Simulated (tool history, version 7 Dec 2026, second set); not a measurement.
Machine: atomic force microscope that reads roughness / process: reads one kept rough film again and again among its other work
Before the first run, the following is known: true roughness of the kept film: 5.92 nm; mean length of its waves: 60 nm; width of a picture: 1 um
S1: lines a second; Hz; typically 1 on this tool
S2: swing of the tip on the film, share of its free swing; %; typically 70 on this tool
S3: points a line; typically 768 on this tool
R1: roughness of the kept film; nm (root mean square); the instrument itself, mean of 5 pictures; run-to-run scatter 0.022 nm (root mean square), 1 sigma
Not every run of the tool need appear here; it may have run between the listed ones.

| run | day | S1 | S2 | S3 | R1 |
|---|---|---|---|---|---|
| 1 | 0 | 1 | 70 | 768 | 5.407 |
| 2 | 0.838 | 1.14 | 70 | 768 | 5.32 |
|  | 1.908 | new tip fitted |
| 3 | 2.242 | 1.14 | 70 | 768 | 5.304 |
| 4 | 3.158 | 1.14 | 70 | 768 | 5.326 |
|  | 3.804 | new tip fitted |
| 5 | 4.562 | 1 | 63 | 768 | 5.486 |
| 6 | 5.583 | 1 | 63 | 768 | 5.471 |
|  | 5.688 | new tip fitted |
| 7 | 6.379 | 1 | 84 | 768 | 5.111 |
|  | 7.562 | new tip fitted |
| 8 | 7.75 | 1 | 84 | 768 | 5.141 |
| 9 | 9.254 | 1 | 84 | 768 | 5.075 |
|  | 9.496 | new tip fitted |
| 10 | 10.475 | 1 | 84 | 768 | 5.086 |
|  | 11.425 | new tip fitted |
| 11 | 11.842 | 2.95 | 70 | 768 | 4.94 |
| 12 | 13.046 | 0.85 | 70 | 768 | 5.401 |
|  | 13.404 | new tip fitted |
| 13 | 13.729 | 2.87 | 77 | 910 | 4.664 |
| 14 | 15.088 | 2.87 | 77 | 910 | 4.638 |
|  | 15.338 | new tip fitted |
| 15 | 16.562 | 2.46 | 86 | 768 | 4.337 |
|  | 17.238 | new tip fitted |
| 16 | 17.342 | 1 | 63 | 768 | 5.443 |
| 17 | 18.275 | 2.53 | 85 | 282 | 4.376 |
|  | 19.112 | new tip fitted |
| 18 | 19.196 | 0.54 | 85 | 531 | 5.305 |
| 19 | 20.088 | 0.54 | 85 | 531 | 5.261 |
|  | 21.033 | new tip fitted |
| 20 | 21.604 | 2.8 | 58 | 941 | 5.286 |
| 21 | 22.646 | 1 | 70 | 403 | 5.36 |
|  | 22.971 | new tip fitted |
| 22 | 23.425 | 3.48 | 76 | 791 | 4.514 |
| 23 | 24.396 | 2.38 | 70 | 551 | 5.013 |

Here are 3 independent what-if runs from the current tool condition. What would each one return?
|  | 24.929 | new tip fitted |
| A | 25.312 | 1.02 | 70 | 551 | ? |
|  | 24.929 | new tip fitted |
| B | 25.312 | 1.03 | 90 | 530 | ? |
|  | 24.929 | new tip fitted |
| C | 25.312 | 1.55 | 73 | 954 | ? |

| run | R1 |
|---|---|
| A | 5.398 |
| B | 4.914 |
| C | 5.141 |
Had the tool no hidden state, the same runs would have come out as:
| run | R1 |
|---|---|
| A | 5.403 |
| B | 4.919 |
| C | 5.146 |
